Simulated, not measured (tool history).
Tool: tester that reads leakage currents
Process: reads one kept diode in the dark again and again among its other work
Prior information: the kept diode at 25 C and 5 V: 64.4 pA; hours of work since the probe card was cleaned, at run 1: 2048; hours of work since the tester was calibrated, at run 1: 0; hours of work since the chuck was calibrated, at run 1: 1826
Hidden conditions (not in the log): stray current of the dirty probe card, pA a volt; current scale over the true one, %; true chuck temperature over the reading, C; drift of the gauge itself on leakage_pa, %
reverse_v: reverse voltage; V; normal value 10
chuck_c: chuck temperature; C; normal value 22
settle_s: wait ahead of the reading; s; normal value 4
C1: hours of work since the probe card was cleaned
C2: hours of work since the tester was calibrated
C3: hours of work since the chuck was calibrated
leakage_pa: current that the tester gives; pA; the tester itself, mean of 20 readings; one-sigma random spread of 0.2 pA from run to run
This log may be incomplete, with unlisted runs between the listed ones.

run 1 day=0 | reverse_v=10 chuck_c=22 settle_s=4 | C1=2048 C2=0 C3=1826 | leakage_pa=78.33
run 2 day=5.6 | reverse_v=10 chuck_c=22 settle_s=0.38 | C1=2133 C2=85 C3=1910 | leakage_pa=82.47
-- day=12.65 chuck's temperature calibrated
run 3 day=13.692 | reverse_v=10 chuck_c=22 settle_s=1.67 | C1=2254 C2=206 C3=16 | leakage_pa=83.93
run 4 day=20.317 | reverse_v=10 chuck_c=21 settle_s=4 | C1=2355 C2=307 C3=116 | leakage_pa=79.41
run 5 day=28.596 | reverse_v=10 chuck_c=22 settle_s=4 | C1=2480 C2=432 C3=242 | leakage_pa=84.58
run 6 day=36.142 | reverse_v=10 chuck_c=22 settle_s=4 | C1=2595 C2=547 C3=356 | leakage_pa=85.2
run 7 day=45.925 | reverse_v=10 chuck_c=22 settle_s=4 | C1=2743 C2=695 C3=505 | leakage_pa=86.47
run 8 day=52.954 | reverse_v=10 chuck_c=22 settle_s=4 | C1=2850 C2=802 C3=611 | leakage_pa=87.39
run 9 day=62.858 | reverse_v=4.6 chuck_c=22 settle_s=4 | C1=3000 C2=952 C3=762 | leakage_pa=60.46
run 10 day=73.862 | reverse_v=4.6 chuck_c=22 settle_s=4 | C1=3167 C2=1119 C3=929 | leakage_pa=60.95
run 11 day=84.95 | reverse_v=10 chuck_c=29 settle_s=0.68 | C1=3335 C2=1287 C3=1097 | leakage_pa=136.51
-- day=85.688 tester calibrated
run 12 day=90.5 | reverse_v=15 chuck_c=27 settle_s=0.8 | C1=3418 C2=73 C3=1180 | leakage_pa=151.53
run 13 day=98.671 | reverse_v=15 chuck_c=27 settle_s=0.31 | C1=3542 C2=197 C3=1304 | leakage_pa=156.48
run 14 day=109.592 | reverse_v=15 chuck_c=27 settle_s=0.31 | C1=3708 C2=363 C3=1469 | leakage_pa=157.93
run 15 day=118.717 | reverse_v=15 chuck_c=27 settle_s=0.31 | C1=3846 C2=501 C3=1608 | leakage_pa=159.11
run 16 day=126.271 | reverse_v=7.9 chuck_c=47 settle_s=1.46 | C1=3961 C2=616 C3=1722 | leakage_pa=374.43
-- day=127.338 probe card cleaned and baked
run 17 day=137.879 | reverse_v=7.9 chuck_c=47 settle_s=1.46 | C1=160 C2=790 C3=1897 | leakage_pa=351.67

Forecast each of these 4 alternatives for the next run:
run A day=143.183 | reverse_v=15.1 chuck_c=20 settle_s=0.61 | C1=240 C2=870 C3=1977 | leakage_pa=?
run B day=143.183 | reverse_v=17.3 chuck_c=47 settle_s=1.46 | C1=240 C2=870 C3=1977 | leakage_pa=?
run C day=143.183 | reverse_v=4.9 chuck_c=57 settle_s=0.5 | C1=240 C2=870 C3=1977 | leakage_pa=?
run D day=143.183 | reverse_v=7.9 chuck_c=41 settle_s=1.46 | C1=240 C2=870 C3=1977 | leakage_pa=?

run=A leakage_pa=69.07
run=B leakage_pa=455.93
run=C leakage_pa=562.35
run=D leakage_pa=236.22
Had the tool no hidden state, the same runs would have come out as:
run=A leakage_pa=67.4
run=B leakage_pa=458.9
run=C leakage_pa=567.9
run=D leakage_pa=238.33
